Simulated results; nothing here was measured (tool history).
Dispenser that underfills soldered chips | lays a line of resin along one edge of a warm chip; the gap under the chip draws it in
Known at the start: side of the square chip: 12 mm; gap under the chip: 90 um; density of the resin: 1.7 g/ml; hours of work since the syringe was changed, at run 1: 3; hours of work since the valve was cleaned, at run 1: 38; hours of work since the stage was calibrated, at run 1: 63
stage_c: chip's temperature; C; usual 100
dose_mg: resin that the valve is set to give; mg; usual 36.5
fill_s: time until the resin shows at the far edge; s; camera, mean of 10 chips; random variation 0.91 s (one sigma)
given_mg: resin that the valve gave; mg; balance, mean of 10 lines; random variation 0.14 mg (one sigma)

run   hour  stage_c  dose_mg  hours of work since the syringe was changed  hours of work since the valve was cleaned  hours of work since the stage was calibrated  fill_s  given_mg
  1      0      100     36.5                                            3                                         38                                            63      94     35.51
       4.4  -- new syringe of resin
  2    4.4      100     36.5                                            0                                         41                                            66    85.2     35.43
  3    8.5       95     36.5                                            3                                         43                                            69   115.6     35.48
        10  -- dispensing valve cleaned and set on the balance
      13.9  -- new syringe of resin
  4   14.3      100     34.7                                            0                                          3                                            72    87.8     34.67
  5   17.4      111     36.5                                            2                                          5                                            74    59.5     36.61
  6   21.4      111     36.5                                            5                                          8                                            77    65.6     36.21
      22.4  -- new syringe of resin
  7   24.7      100     36.5                                            2                                         10                                            79    90.7     36.42
  8   29.4      102     36.5                                            5                                         13                                            82      95     36.17
      30.8  -- new syringe of resin
  9   36.7      102     36.5                                            4                                         18                                            87    93.8     36.14
        39  -- new syringe of resin
 10   40.5      102     36.5                                            1                                         20                                            89    82.6     36.02
 11   44.8      100     36.5                                            4                                         23                                            92    97.6     35.93
      47.6  -- new syringe of resin
 12   50.7      100     36.5                                            2                                         27                                            96    94.4     35.72
      55.9  -- new syringe of resin
 13   56.9      100     36.5                                            1                                         31                                           100    85.8     35.56
 14   61.7      100     36.5                                            4                                         34                                           103    95.1     35.37
      64.7  -- new syringe of resin
 15   67.7      100     36.5                                            2                                         38                                           107    93.6     35.37
 16     72      100     36.5                                            5                                         41                                           110     104     35.43
      73.1  -- new syringe of resin
      77.3  -- dispensing valve cleaned and set on the balance
 17   78.3      100     36.5                                            3                                          1                                           113    93.8     36.39
      82.4  -- new syringe of resin
 18   83.6      100     36.5                                            1                                          4                                           117    89.4     36.56
 19   90.1      109     44.8                                            5                                          9                                           121    70.9      44.5
      90.9  -- new syringe of resin
 20   94.2      104     37.7                                            2                                         11                                           124    80.8     37.68
      99.2  -- new syringe of resin
 21  101.4      100     31.3                                            1                                         16                                           129    94.5      30.9
 22  106.5      100     31.3                                            5                                         19                                           132   104.2     30.82
     107.6  -- new syringe of resin
 23  113.7       93     39.5                                            4                                         24                                           137   133.9     38.86
     116.3  -- new syringe of resin
 24  120.8      111     41.7                                            3                                         29                                           141    61.8     40.82
 25    124      111     35.6                                            5                                         31                                           144    68.4     34.61
     124.9  -- new syringe of resin
 26  129.3       87       33                                            3                                         34                                           147   169.3     31.94
     133.2  -- new syringe of resin
 27  134.2       99     36.5                                            1                                         38                                           150    91.7     35.54
 28    141       99     36.5                                            5                                         42                                           155   107.9     35.51
     141.8  -- new syringe of resin
     144.6  -- dispensing valve cleaned and set on the balance
 29  146.2       89     38.1                                            2                                          1                                           158   144.7      37.7
     151.5  -- new syringe of resin
 30  151.6      114     32.9                                            0                                          5                                           161    51.5     32.76
 31  156.8      107     36.2                                            4                                          8                                           165      75     35.79
       160  -- new syringe of resin
 32    160      107     36.2                                            0                                         10                                           167    65.2     35.82
 33  166.8      107     36.2                                            5                                         15                                           171    76.5     35.68
     168.3  -- new syringe of resin
 34  173.2      107     46.6                                            3                                         19                                           175    71.4     45.85
     176.5  -- new syringe of resin
 35  178.2       98     37.1                                            1                                         22                                           179    99.3     36.21

Hidden state at the last listed run before each entry between runs and at the first one after, where it differs:
Between runs 1 and 2: new syringe of resin (hour 4.4)
  resin's viscosity, % of fresh resin's: 110.1 -> 99.2; dose that the valve gives, % of what is set: 97.48 -> 97.23; true chip temperature over the reading, C: 0.1 -> 0.09
  measured less the result without the state, fill_s: +8.6 -> -0.8 s; given_mg: -0.92 -> -1.01 mg
Between runs 3 and 4: dispensing valve cleaned and set on the balance (hour 10); new syringe of resin (hour 13.9)
  resin's viscosity, % of fresh resin's: 108.5 -> 100.8; dose that the valve gives, % of what is set: 97.02 -> 99.74; true chip temperature over the reading, C: 0.08 -> 0.07
  measured less the result without the state, fill_s: +9.1 -> +0.5 s; given_mg: -1.09 -> -0.09 mg
Between runs 6 and 7: new syringe of resin (hour 22.4)
  resin's viscosity, % of fresh resin's: 117.8 -> 106.9; dose that the valve gives, % of what is set: 99.34 -> 99.18; true chip temperature over the reading, C: 0.05 -> 0.04
  measured less the result without the state, fill_s: +9.9 -> +5.8 s; given_mg: -0.24 -> -0.3 mg
Between runs 8 and 9: new syringe of resin (hour 30.8)
  resin's viscosity, % of fresh resin's: 118.6 -> 115.1; dose that the valve gives, % of what is set: 98.91 -> 98.53; true chip temperature over the reading, C: 0.02 -> 0.01
  measured less the result without the state, fill_s: +14.8 -> +12.4 s; given_mg: -0.4 -> -0.54 mg
Between runs 9 and 10: new syringe of resin (hour 39)
  resin's viscosity, % of fresh resin's: 115.1 -> 103.2; dose that the valve gives, % of what is set: 98.53 -> 98.34; true chip temperature over the reading, C: 0.01 -> 0
  measured less the result without the state, fill_s: +12.4 -> +2.7 s; given_mg: -0.54 -> -0.6 mg
Between runs 11 and 12: new syringe of resin (hour 47.6)
  resin's viscosity, % of fresh resin's: 113.5 -> 107.9; dose that the valve gives, % of what is set: 98.13 -> 97.81; true chip temperature over the reading, C: -0.02 -> -0.03
  measured less the result without the state, fill_s: +11.9 -> +7.2 s; given_mg: -0.68 -> -0.79 mg
Between runs 12 and 13: new syringe of resin (hour 55.9)
  resin's viscosity, % of fresh resin's: 107.9 -> 101.2; dose that the valve gives, % of what is set: 97.81 -> 97.5; true chip temperature over the reading, C: -0.03 -> -0.05
  measured less the result without the state, fill_s: +7.2 -> +1.4 s; given_mg: -0.79 -> -0.92 mg
Between runs 14 and 15: new syringe of resin (hour 64.7)
  resin's viscosity, % of fresh resin's: 112.3 -> 107.6; dose that the valve gives, % of what is set: 97.25 -> 96.93; true chip temperature over the reading, C: -0.06 -> -0.08
  measured less the result without the state, fill_s: +10.9 -> +7.1 s; given_mg: -1 -> -1.12 mg
Between runs 16 and 17: new syringe of resin (hour 73.1); dispensing valve cleaned and set on the balance (hour 77.3)
  resin's viscosity, % of fresh resin's: 118.4 -> 108.9; dose that the valve gives, % of what is set: 96.69 -> 100.01; true chip temperature over the reading, C: -0.09 -> -0.1
  measured less the result without the state, fill_s: +16.8 -> +8 s; given_mg: -1.21 -> +0 mg
Between runs 17 and 18: new syringe of resin (hour 82.4)
  resin's viscosity, % of fresh resin's: 108.9 -> 103.5; dose that the valve gives, % of what is set: 100.01 -> 99.72; true chip temperature over the reading, C: -0.1 -> -0.11
  measured less the result without the state, fill_s: +8 -> +3.4 s; given_mg: +0 -> -0.11 mg
Between runs 19 and 20: new syringe of resin (hour 90.9)
  resin's viscosity, % of fresh resin's: 119.5 -> 108.6; dose that the valve gives, % of what is set: 99.35 -> 99.13; true chip temperature over the reading, C: -0.13 -> -0.14
  measured less the result without the state, fill_s: +11.9 -> +6.9 s; given_mg: -0.29 -> -0.33 mg
Between runs 20 and 21: new syringe of resin (hour 99.2)
  resin's viscosity, % of fresh resin's: 108.6 -> 106.1; dose that the valve gives, % of what is set: 99.13 -> 98.77; true chip temperature over the reading, C: -0.14 -> -0.16
  measured less the result without the state, fill_s: +6.9 -> +6.2 s; given_mg: -0.33 -> -0.39 mg
Between runs 22 and 23: new syringe of resin (hour 107.6)
  resin's viscosity, % of fresh resin's: 118.7 -> 115.6; dose that the valve gives, % of what is set: 98.5 -> 98.11; true chip temperature over the reading, C: -0.17 -> -0.19
  measured less the result without the state, fill_s: +17.4 -> +19.2 s; given_mg: -0.47 -> -0.75 mg
Between runs 23 and 24: new syringe of resin (hour 116.3)
  resin's viscosity, % of fresh resin's: 115.6 -> 111.2; dose that the valve gives, % of what is set: 98.11 -> 97.75; true chip temperature over the reading, C: -0.19 -> -0.21
  measured less the result without the state, fill_s: +19.2 -> +6.8 s; given_mg: -0.75 -> -0.94 mg
Between runs 25 and 26: new syringe of resin (hour 124.9)
  resin's viscosity, % of fresh resin's: 119.5 -> 110.9; dose that the valve gives, % of what is set: 97.58 -> 97.32; true chip temperature over the reading, C: -0.22 -> -0.23
  measured less the result without the state, fill_s: +11.8 -> +18.9 s; given_mg: -0.86 -> -0.88 mg
Between runs 26 and 27: new syringe of resin (hour 133.2)
  resin's viscosity, % of fresh resin's: 110.9 -> 101.9; dose that the valve gives, % of what is set: 97.32 -> 97.08; true chip temperature over the reading, C: -0.23 -> -0.25
  measured less the result without the state, fill_s: +18.9 -> +2.9 s; given_mg: -0.88 -> -1.07 mg
Between runs 28 and 29: new syringe of resin (hour 141.8); dispensing valve cleaned and set on the balance (hour 144.6)
  resin's viscosity, % of fresh resin's: 118.3 -> 104.7; dose that the valve gives, % of what is set: 96.73 -> 99.49; true chip temperature over the reading, C: -0.26 -> -0.27
  measured less the result without the state, fill_s: +17.9 -> +8.1 s; given_mg: -1.2 -> -0.19 mg
Between runs 29 and 30: new syringe of resin (hour 151.5)
  resin's viscosity, % of fresh resin's: 104.7 -> 101; dose that the valve gives, % of what is set: 99.49 -> 99.23; true chip temperature over the reading, C: -0.27 -> -0.29
  measured less the result without the state, fill_s: +8.1 -> +1.1 s; given_mg: -0.19 -> -0.25 mg
Between runs 31 and 32: new syringe of resin (hour 160)
  resin's viscosity, % of fresh resin's: 113.1 -> 99.7; dose that the valve gives, % of what is set: 98.94 -> 98.8; true chip temperature over the reading, C: -0.3 -> -0.31
  measured less the result without the state, fill_s: +9.5 -> +0.7 s; given_mg: -0.39 -> -0.44 mg
Between runs 33 and 34: new syringe of resin (hour 168.3)
  resin's viscosity, % of fresh resin's: 115.8 -> 111; dose that the valve gives, % of what is set: 98.42 -> 98.08; true chip temperature over the reading, C: -0.33 -> -0.34
  measured less the result without the state, fill_s: +11.4 -> +8 s; given_mg: -0.57 -> -0.9 mg
Between runs 34 and 35: new syringe of resin (hour 176.5)
  resin's viscosity, % of fresh resin's: 111 -> 105.7; dose that the valve gives, % of what is set: 98.08 -> 97.84; true chip temperature over the reading, C: -0.34 -> -0.36
  measured less the result without the state, fill_s: +8 -> +6.9 s; given_mg: -0.9 -> -0.79 mg
